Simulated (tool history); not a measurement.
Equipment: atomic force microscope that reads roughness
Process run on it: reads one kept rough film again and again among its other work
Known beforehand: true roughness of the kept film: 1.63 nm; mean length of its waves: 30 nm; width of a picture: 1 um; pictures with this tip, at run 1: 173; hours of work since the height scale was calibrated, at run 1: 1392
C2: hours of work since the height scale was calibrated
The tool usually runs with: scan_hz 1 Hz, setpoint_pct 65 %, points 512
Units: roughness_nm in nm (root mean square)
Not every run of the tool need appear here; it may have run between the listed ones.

Run 1, hour 0: usual settings; pictures with this tip 173; C2 1392. Result: roughness_nm 1.295 nm (root mean square).
Run 2, hour 55.2: usual settings; pictures with this tip 255; C2 1435. Result: roughness_nm 1.229 nm (root mean square).
At hour 80.1: new tip fitted.
Run 3, hour 92.6: usual settings; pictures with this tip 18; C2 1464. Result: roughness_nm 1.469 nm (root mean square).
At hour 146.1: height scale calibrated on a step standard.
Run 4, hour 165: usual settings; pictures with this tip 124; C2 15. Result: roughness_nm 1.327 nm (root mean square).
Run 5, hour 218.7: usual settings; pictures with this tip 203; C2 57. Result: roughness_nm 1.268 nm (root mean square).
Run 6, hour 252.5: usual settings; pictures with this tip 253; C2 84. Result: roughness_nm 1.219 nm (root mean square).
At hour 281: new tip fitted.
Run 7, hour 322.4: usual settings; pictures with this tip 61; C2 138. Result: roughness_nm 1.404 nm (root mean square).
Run 8, hour 352.5: usual settings but setpoint_pct 56 %; pictures with this tip 106; C2 162. Result: roughness_nm 1.381 nm (root mean square).
Run 9, hour 403.2: usual settings but setpoint_pct 56 %, points 703; pictures with this tip 181; C2 202. Result: roughness_nm 1.308 nm (root mean square).
Run 10, hour 468: usual settings but setpoint_pct 58 %, points 703; pictures with this tip 276; C2 253. Result: roughness_nm 1.233 nm (root mean square).
At hour 480.1: new tip fitted.
Run 11, hour 501: usual settings but scan_hz 1.94 Hz, setpoint_pct 70 %, points 351; pictures with this tip 30; C2 278. Result: roughness_nm 1.359 nm (root mean square).
Run 12, hour 558.8: usual settings but scan_hz 1.94 Hz, setpoint_pct 70 %, points 351; pictures with this tip 116; C2 324. Result: roughness_nm 1.266 nm (root mean square).
Run 13, hour 633.2: usual settings but setpoint_pct 81 %, points 289; pictures with this tip 226; C2 382. Result: roughness_nm 1.173 nm (root mean square).
At hour 680.9: new tip fitted.
Run 14, hour 703.2: usual settings but scan_hz 2.02 Hz, setpoint_pct 61 %, points 289; pictures with this tip 33; C2 437. Result: roughness_nm 1.402 nm (root mean square).
Run 15, hour 747.5: usual settings but scan_hz 2.33 Hz, setpoint_pct 77 %, points 947; pictures with this tip 99; C2 472. Result: roughness_nm 1.234 nm (root mean square).
Run 16, hour 808.2: usual settings but scan_hz 2.33 Hz, setpoint_pct 85 %, points 569; pictures with this tip 188; C2 520. Result: roughness_nm 1.099 nm (root mean square).
At hour 880: new tip fitted.
Run 17, hour 881: usual settings but scan_hz 0.73 Hz, setpoint_pct 85 %, points 844; pictures with this tip 1; C2 577. Result: roughness_nm 1.422 nm (root mean square).

Run 18 is up next; what results do you expect?
Run 18, hour 927.7: usual settings but setpoint_pct 80 %; pictures with this tip 70; C2 613. Result: roughness_nm ?.

{"run 18": {"roughness_nm": 1.325}}
Take away the tool's hidden state, keep the run-to-run variation as it was, and the same run would have given roughness_nm 1.389 nm (root mean square).
